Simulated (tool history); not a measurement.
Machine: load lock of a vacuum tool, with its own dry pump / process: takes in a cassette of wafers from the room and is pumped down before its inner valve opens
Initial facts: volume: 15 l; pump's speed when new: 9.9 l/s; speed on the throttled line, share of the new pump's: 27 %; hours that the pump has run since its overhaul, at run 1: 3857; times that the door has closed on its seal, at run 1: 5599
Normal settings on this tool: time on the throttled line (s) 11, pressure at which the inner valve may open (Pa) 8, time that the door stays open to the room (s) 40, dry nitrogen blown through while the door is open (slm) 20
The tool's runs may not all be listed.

run     day  time on the throttled line (s)  pressure at which the inner valve may open (Pa)  time that the door stays open to the room (s)  dry nitrogen blown through while the door is open (slm)  hours that the pump has run since its overhaul  times that the door has closed on its seal  incoming humidity of the room's air, %  time from the closed door until the inner valve may open (s)  rise of the pressure with all valves shut (Pa/min)
  1       0                              11                                                8                                             40                                                       20                                            3857                                        5599                                      46                                                          23.3                                               0.067
  2   3.612                              11                                                8                                             40                                                        7                                            3944                                        5770                                    44.1                                                          23.5                                               0.085
  3     9.6                              11                                                8                                             40                                                       20                                            4088                                        6053                                    43.6                                                          23.5                                               0.067
  4  13.029                              11                                                8                                             40                                                       20                                            4170                                        6216                                    46.9                                                          23.3                                               0.073
  5  19.496                              11                                                8                                             40                                                       20                                            4325                                        6522                                    44.2                                                          23.3                                               0.056
  6  23.704                              11                                                8                                            186                                                       20                                            4426                                        6720                                    48.8                                                          23.4                                               0.126
  7  29.683                              11                                                8                                            186                                                       20                                            4570                                        7003                                    40.6                                                          23.4                                               0.109
  8  34.908                              11                                                8                                             40                                                       23                                            4695                                        7250                                    45.5                                                          23.4                                               0.069
  9  41.008                              11                                               14                                             40                                                       20                                            4841                                        7539                                    43.5                                                          22.6                                               0.064
 10  47.121                              11                                               15                                            229                                                       20                                            4988                                        7828                                    45.2                                                          22.4                                               0.133
 11  53.042                              11                                               15                                            229                                                       20                                            5130                                        8108                                    49.1                                                          22.4                                               0.142
 12  58.404                              11                                                8                                             69                                                       20                                            5259                                        8362                                    47.1                                                          23.3                                               0.096
 13  66.092                              10                                                8                                             69                                                       20                                            5443                                        8725                                    45.4                                                          22.8                                               0.085
 14  71.462                              17                                                8                                            180                                                       20                                            5572                                        8979                                    43.8                                                          27.7                                               0.118

Forecast each of these 4 alternatives for the next run:
  A  78.146                              17                                                8                                             69                                                       24                                            5733                                        9295                                    45.1                                                             ?                                                   ?
  B  78.146                              11                                               12                                             86                                                       16                                            5733                                        9295                                    45.7                                                             ?                                                   ?
  C  78.146                              16                                                8                                            152                                                       20                                            5733                                        9295                                    46.9                                                             ?                                                   ?
  D  78.146                               8                                                8                                             40                                                       20                                            5733                                        9295                                    43.4                                                             ?                                                   ?

run  time from the closed door until the inner valve may open (s)  rise of the pressure with all valves shut (Pa/min)
  A                                                          27.5                                               0.089
  B                                                          22.9                                               0.099
  C                                                          27.1                                               0.123
  D                                                          21.7                                               0.075
What these runs would have given with no unlogged condition in the tool:
run  time from the closed door until the inner valve may open (s)  rise of the pressure with all valves shut (Pa/min)
  A                                                          26.5                                               0.071
  B                                                          21.8                                               0.081
  C                                                            26                                               0.105
  D                                                          20.4                                               0.057
